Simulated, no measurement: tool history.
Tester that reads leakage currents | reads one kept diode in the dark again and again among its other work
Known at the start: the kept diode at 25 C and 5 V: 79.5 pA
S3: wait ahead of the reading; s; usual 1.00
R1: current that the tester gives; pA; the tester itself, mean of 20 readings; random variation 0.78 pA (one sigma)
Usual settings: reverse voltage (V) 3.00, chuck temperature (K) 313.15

run 1 hour=0.0 | reverse_voltage_(V)=3.00 chuck_temperature_(K)=313.15 S3=1.00 | R1=258.99
-- hour=38.6 probe card cleaned and baked
run 2 hour=94.1 | reverse_voltage_(V)=3.00 chuck_temperature_(K)=313.15 S3=6.10 | R1=259.80
run 3 hour=250.6 | reverse_voltage_(V)=3.00 chuck_temperature_(K)=313.15 S3=6.10 | R1=258.43
-- hour=349.8 tester calibrated
run 4 hour=370.9 | reverse_voltage_(V)=3.00 chuck_temperature_(K)=313.15 S3=6.10 | R1=258.88
run 5 hour=484.4 | reverse_voltage_(V)=6.29 chuck_temperature_(K)=313.15 S3=1.00 | R1=345.57
run 6 hour=637.4 | reverse_voltage_(V)=3.00 chuck_temperature_(K)=313.15 S3=1.00 | R1=259.73
run 7 hour=799.7 | reverse_voltage_(V)=3.00 chuck_temperature_(K)=300.15 S3=1.00 | R1=79.31
run 8 hour=915.4 | reverse_voltage_(V)=3.00 chuck_temperature_(K)=329.15 S3=0.36 | R1=982.53
run 9 hour=1024.4 | reverse_voltage_(V)=9.75 chuck_temperature_(K)=299.15 S3=2.47 | R1=113.61
run 10 hour=1193.4 | reverse_voltage_(V)=15.35 chuck_temperature_(K)=296.15 S3=9.33 | R1=102.21
run 11 hour=1321.6 | reverse_voltage_(V)=3.41 chuck_temperature_(K)=297.15 S3=1.00 | R1=62.48
run 12 hour=1456.0 | reverse_voltage_(V)=3.41 chuck_temperature_(K)=297.15 S3=1.00 | R1=62.28
run 13 hour=1554.1 | reverse_voltage_(V)=4.18 chuck_temperature_(K)=304.15 S3=3.34 | R1=131.05

Forecast each of these 4 alternatives for the next run:
run A hour=1720.9 | reverse_voltage_(V)=1.86 chuck_temperature_(K)=304.15 S3=5.34 | R1=?
run B hour=1720.9 | reverse_voltage_(V)=2.75 chuck_temperature_(K)=299.15 S3=0.76 | R1=?
run C hour=1720.9 | reverse_voltage_(V)=3.00 chuck_temperature_(K)=297.15 S3=1.00 | R1=?
run D hour=1720.9 | reverse_voltage_(V)=1.13 chuck_temperature_(K)=301.15 S3=1.00 | R1=?

run=A R1=95.29
run=B R1=69.90
run=C R1=59.68
run=D R1=59.61
Without the tool's hidden state the same runs would have given:
run=A R1=95.20
run=B R1=69.80
run=C R1=59.59
run=D R1=59.55
